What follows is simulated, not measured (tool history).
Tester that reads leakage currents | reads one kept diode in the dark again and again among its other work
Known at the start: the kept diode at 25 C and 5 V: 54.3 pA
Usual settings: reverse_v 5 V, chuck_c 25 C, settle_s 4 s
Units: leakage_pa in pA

run 1 hour=0 | reverse_v=5 chuck_c=25 settle_s=4 | leakage_pa=54.85
run 2 hour=28.6 | reverse_v=5 chuck_c=25 settle_s=4 | leakage_pa=54.76
run 3 hour=80.1 | reverse_v=5 chuck_c=25 settle_s=4 | leakage_pa=54.5
run 4 hour=125.8 | reverse_v=5 chuck_c=24 settle_s=4 | leakage_pa=50.25
run 5 hour=153.5 | reverse_v=5 chuck_c=24 settle_s=4 | leakage_pa=50.21
run 6 hour=178.7 | reverse_v=5 chuck_c=25 settle_s=4 | leakage_pa=54.42
run 7 hour=228.4 | reverse_v=5 chuck_c=25 settle_s=4 | leakage_pa=54.33
run 8 hour=276 | reverse_v=5 chuck_c=58 settle_s=4 | leakage_pa=614
run 9 hour=318.7 | reverse_v=3.37 chuck_c=29 settle_s=4 | leakage_pa=59.19
run 10 hour=366.6 | reverse_v=7.78 chuck_c=29 settle_s=4.46 | leakage_pa=96.54

Run 11 comes next. What will it give?
run 11 hour=423.4 | reverse_v=7.78 chuck_c=29 settle_s=4.46 | leakage_pa=?

Run 11 gave leakage_pa 96.16 pA.
Without the tool's hidden state the same run would have given leakage_pa 98.33 pA.
